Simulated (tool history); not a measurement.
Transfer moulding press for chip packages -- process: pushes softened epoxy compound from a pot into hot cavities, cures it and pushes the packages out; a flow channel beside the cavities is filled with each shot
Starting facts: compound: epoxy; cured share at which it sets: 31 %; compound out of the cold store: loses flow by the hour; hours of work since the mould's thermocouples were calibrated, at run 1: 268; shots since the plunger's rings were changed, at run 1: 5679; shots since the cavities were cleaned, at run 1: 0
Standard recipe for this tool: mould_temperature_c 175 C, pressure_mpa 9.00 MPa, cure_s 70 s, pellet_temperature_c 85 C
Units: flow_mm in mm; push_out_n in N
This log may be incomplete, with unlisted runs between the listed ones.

run	hour	mould_temperature_c	pressure_mpa	cure_s	pellet_temperature_c	hours of work since the mould's thermocouples were calibrated	shots since the plunger's rings were changed	shots since the cavities were cleaned	incoming compound's hours out of the cold store	flow_mm	push_out_n
1	0.0	175	9.00	70	85	268	5679	0	24.9	532	604
# hour 19.9: plunger's sealing rings changed
# hour 48.3: cavities cleaned with cleaning compound and waxed
2	48.5	175	9.00	73	85	303	472	4	26.7	571	877
# hour 92.9: cavities cleaned with cleaning compound and waxed
3	93.7	171	9.00	73	85	338	1231	15	19.7	572	707
4	131.0	181	9.00	70	85	368	1880	664	34.6	526	678
# hour 136.2: cavities cleaned with cleaning compound and waxed
5	165.4	181	9.00	70	85	394	2451	507	16.1	551	612
# hour 182.0: cavities cleaned with cleaning compound and waxed
# hour 187.8: mould's thermocouples calibrated
# hour 197.0: cavities cleaned with cleaning compound and waxed, once more
6	212.3	181	9.00	70	85	18	3179	264	12.1	555	554
# hour 240.4: cavities cleaned with cleaning compound and waxed
7	257.7	181	9.00	70	85	53	3943	301	18.6	528	574
# hour 288.0: cavities cleaned with cleaning compound and waxed
8	313.5	181	9.00	74	85	96	4888	443	45.8	500	572
# hour 333.3: cavities cleaned with cleaning compound and waxed
9	349.1	175	9.00	79	85	123	5480	274	18.2	542	591
# hour 381.1: plunger's sealing rings changed
# hour 382.6: cavities cleaned with cleaning compound and waxed
10	406.5	175	9.00	79	85	166	416	416	25.6	561	597
# hour 429.9: cavities cleaned with cleaning compound and waxed
11	453.5	175	9.00	70	85	202	1207	411	33.4	548	755
# hour 473.1: cavities cleaned with cleaning compound and waxed
12	489.0	178	9.00	70	85	229	1798	276	10.9	573	664
# hour 520.4: cavities cleaned with cleaning compound and waxed
13	530.5	175	9.00	70	85	261	2493	174	30.5	541	706
# hour 563.9: cavities cleaned with cleaning compound and waxed
14	572.6	174	9.00	109	85	293	3199	151	28.9	533	468
# hour 606.9: cavities cleaned with cleaning compound and waxed
15	615.1	174	9.00	109	85	326	3912	142	26.7	531	442
# hour 651.6: cavities cleaned with cleaning compound and waxed
16	654.3	174	9.00	109	85	356	4569	48	8.1	556	420
17	693.0	174	9.00	109	85	387	5240	719	12.4	557	581
# hour 697.0: cavities cleaned with cleaning compound and waxed
# hour 724.4: mould's thermocouples calibrated
# hour 744.9: plunger's sealing rings changed
# hour 746.4: cavities cleaned with cleaning compound and waxed
18	754.3	183	9.00	56	85	21	139	139	19.8	554	687
# hour 791.2: cavities cleaned with cleaning compound and waxed
19	801.2	175	10.13	70	85	57	928	175	21.1	590	669
# hour 836.8: cavities cleaned with cleaning compound and waxed
20	850.1	175	10.13	70	85	94	1752	231	32.3	575	698
21	876.3	181	9.00	70	89	115	2208	687	34.8	523	665
# hour 880.3: cavities cleaned with cleaning compound and waxed
22	907.0	167	8.92	85	76	138	2715	465	33.0	545	870
# hour 924.4: cavities cleaned with cleaning compound and waxed
23	955.6	175	9.67	81	76	176	3535	544	47.3	524	642
# hour 968.4: cavities cleaned with cleaning compound and waxed
24	979.6	183	9.00	70	77	194	3925	194	15.1	533	495
# hour 1013.1: cavities cleaned with cleaning compound and waxed
25	1035.6	175	9.00	53	86	237	4873	392	10.2	544	1570

Branching from run 25: 4 alternative next runs. What would each branch give?
# hour 1057.6: cavities cleaned with cleaning compound and waxed
A	1088.1	171	9.00	53	86	278	5760	530	20.4	?	?
# hour 1057.6: cavities cleaned with cleaning compound and waxed
B	1088.1	173	9.00	70	84	278	5760	530	31.9	?	?
# hour 1057.6: cavities cleaned with cleaning compound and waxed
C	1088.1	175	8.32	53	86	278	5760	530	44.9	?	?
# hour 1057.6: cavities cleaned with cleaning compound and waxed
D	1088.1	175	6.98	53	83	278	5760	530	11.4	?	?

run	flow_mm	push_out_n
A	536	1982
B	514	952
C	468	1515
D	473	1635
Without the tool's hidden state the same runs would have given:
run	flow_mm	push_out_n
A	584	1408
B	560	675
C	510	1071
D	515	1159
